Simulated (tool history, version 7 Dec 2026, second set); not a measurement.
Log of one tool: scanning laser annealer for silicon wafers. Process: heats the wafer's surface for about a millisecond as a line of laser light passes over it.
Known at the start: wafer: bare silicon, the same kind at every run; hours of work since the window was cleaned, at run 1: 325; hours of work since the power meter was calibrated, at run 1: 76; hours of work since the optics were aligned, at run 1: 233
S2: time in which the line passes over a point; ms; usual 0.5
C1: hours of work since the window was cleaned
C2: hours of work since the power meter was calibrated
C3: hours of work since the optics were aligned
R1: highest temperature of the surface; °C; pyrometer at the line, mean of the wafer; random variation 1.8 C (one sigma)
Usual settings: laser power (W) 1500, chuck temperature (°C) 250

run 1 day=0 | laser_power_(W)=1500 S2=0.5 chuck_temperature_(°C)=250 | C1=325 C2=76 C3=233 | R1=934
run 2 day=0.312 | laser_power_(W)=1500 S2=0.5 chuck_temperature_(°C)=250 | C1=329 C2=79 C3=236 | R1=936
run 3 day=0.617 | laser_power_(W)=1500 S2=0.5 chuck_temperature_(°C)=250 | C1=332 C2=83 C3=239 | R1=934
run 4 day=0.796 | laser_power_(W)=1500 S2=0.5 chuck_temperature_(°C)=250 | C1=334 C2=84 C3=241 | R1=931
run 5 day=1.038 | laser_power_(W)=1500 S2=0.5 chuck_temperature_(°C)=250 | C1=336 C2=87 C3=244 | R1=934
run 6 day=1.217 | laser_power_(W)=1500 S2=0.5 chuck_temperature_(°C)=250 | C1=338 C2=89 C3=246 | R1=933
run 7 day=1.383 | laser_power_(W)=1500 S2=0.5 chuck_temperature_(°C)=250 | C1=340 C2=91 C3=248 | R1=932
run 8 day=1.721 | laser_power_(W)=1500 S2=0.5 chuck_temperature_(°C)=250 | C1=343 C2=94 C3=251 | R1=936
run 9 day=1.962 | laser_power_(W)=1500 S2=0.5 chuck_temperature_(°C)=250 | C1=346 C2=97 C3=254 | R1=932
run 10 day=2.158 | laser_power_(W)=1500 S2=0.5 chuck_temperature_(°C)=250 | C1=348 C2=99 C3=256 | R1=933
run 11 day=2.367 | laser_power_(W)=1500 S2=0.5 chuck_temperature_(°C)=250 | C1=350 C2=101 C3=258 | R1=931
run 12 day=2.738 | laser_power_(W)=1500 S2=0.5 chuck_temperature_(°C)=250 | C1=354 C2=105 C3=262 | R1=930
run 13 day=2.992 | laser_power_(W)=1500 S2=0.5 chuck_temperature_(°C)=250 | C1=357 C2=108 C3=265 | R1=930
-- day=3.279 window over the wafer cleaned
run 14 day=3.412 | laser_power_(W)=1508 S2=0.5 chuck_temperature_(°C)=250 | C1=1 C2=111 C3=268 | R1=980
run 15 day=3.729 | laser_power_(W)=1508 S2=0.5 chuck_temperature_(°C)=250 | C1=5 C2=114 C3=271 | R1=977
run 16 day=4.1 | laser_power_(W)=1500 S2=0.5 chuck_temperature_(°C)=250 | C1=9 C2=118 C3=275 | R1=973
run 17 day=4.383 | laser_power_(W)=1500 S2=0.5 chuck_temperature_(°C)=250 | C1=12 C2=121 C3=278 | R1=971
run 18 day=4.762 | laser_power_(W)=1500 S2=0.5 chuck_temperature_(°C)=250 | C1=16 C2=125 C3=282 | R1=971
run 19 day=5.129 | laser_power_(W)=1500 S2=0.5 chuck_temperature_(°C)=250 | C1=19 C2=129 C3=286 | R1=970
run 20 day=5.421 | laser_power_(W)=1500 S2=0.5 chuck_temperature_(°C)=250 | C1=23 C2=132 C3=289 | R1=972
run 21 day=5.729 | laser_power_(W)=1530 S2=0.5 chuck_temperature_(°C)=250 | C1=26 C2=135 C3=292 | R1=984
run 22 day=6.012 | laser_power_(W)=1479 S2=0.5 chuck_temperature_(°C)=286 | C1=29 C2=138 C3=295 | R1=992
run 23 day=6.312 | laser_power_(W)=1479 S2=0.5 chuck_temperature_(°C)=286 | C1=32 C2=142 C3=299 | R1=993
run 24 day=6.504 | laser_power_(W)=1479 S2=0.5 chuck_temperature_(°C)=286 | C1=34 C2=144 C3=301 | R1=998
run 25 day=6.871 | laser_power_(W)=1479 S2=0.5 chuck_temperature_(°C)=286 | C1=38 C2=148 C3=304 | R1=994
run 26 day=7.046 | laser_power_(W)=1479 S2=0.5 chuck_temperature_(°C)=286 | C1=40 C2=149 C3=306 | R1=991
run 27 day=7.371 | laser_power_(W)=1479 S2=0.5 chuck_temperature_(°C)=286 | C1=43 C2=153 C3=310 | R1=993
run 28 day=7.542 | laser_power_(W)=1479 S2=0.447 chuck_temperature_(°C)=264 | C1=45 C2=155 C3=312 | R1=935
run 29 day=7.862 | laser_power_(W)=1479 S2=0.447 chuck_temperature_(°C)=264 | C1=48 C2=158 C3=315 | R1=939
run 30 day=8.183 | laser_power_(W)=1420 S2=0.447 chuck_temperature_(°C)=278 | C1=52 C2=161 C3=318 | R1=917
run 31 day=8.367 | laser_power_(W)=1637 S2=0.5 chuck_temperature_(°C)=231 | C1=54 C2=163 C3=320 | R1=1024
run 32 day=8.696 | laser_power_(W)=1500 S2=0.562 chuck_temperature_(°C)=250 | C1=57 C2=167 C3=324 | R1=1003
run 33 day=9.05 | laser_power_(W)=1500 S2=0.45 chuck_temperature_(°C)=210 | C1=61 C2=170 C3=327 | R1=894
run 34 day=9.233 | laser_power_(W)=1410 S2=0.5 chuck_temperature_(°C)=263 | C1=63 C2=172 C3=329 | R1=928
run 35 day=9.5 | laser_power_(W)=1489 S2=0.453 chuck_temperature_(°C)=272 | C1=65 C2=175 C3=332 | R1=950
run 36 day=9.742 | laser_power_(W)=1529 S2=0.453 chuck_temperature_(°C)=272 | C1=68 C2=178 C3=335 | R1=972
run 37 day=10 | laser_power_(W)=1306 S2=0.599 chuck_temperature_(°C)=221 | C1=71 C2=180 C3=337 | R1=880

The same runs without the tool's hidden state, with the same run-to-run variation:
The hidden state here: light that passes the window, % of a clean one's; laser's true power over the reading, %; width of the line over the set one, %; drift of the gauge itself on peak_c, C.
run=1 R1=982
run=2 R1=984
run=3 R1=983
run=4 R1=981
run=5 R1=984
run=6 R1=983
run=7 R1=982
run=8 R1=986
run=9 R1=983
run=10 R1=984
run=11 R1=983
run=12 R1=982
run=13 R1=983
run=14 R1=989
run=15 R1=987
run=16 R1=984
run=17 R1=981
run=18 R1=983
run=19 R1=982
run=20 R1=984
run=21 R1=997
run=22 R1=1004
run=23 R1=1006
run=24 R1=1011
run=25 R1=1008
run=26 R1=1006
run=27 R1=1008
run=28 R1=950
run=29 R1=953
run=30 R1=932
run=31 R1=1043
run=32 R1=1021
run=33 R1=911
run=34 R1=945
run=35 R1=967
run=36 R1=990
run=37 R1=898
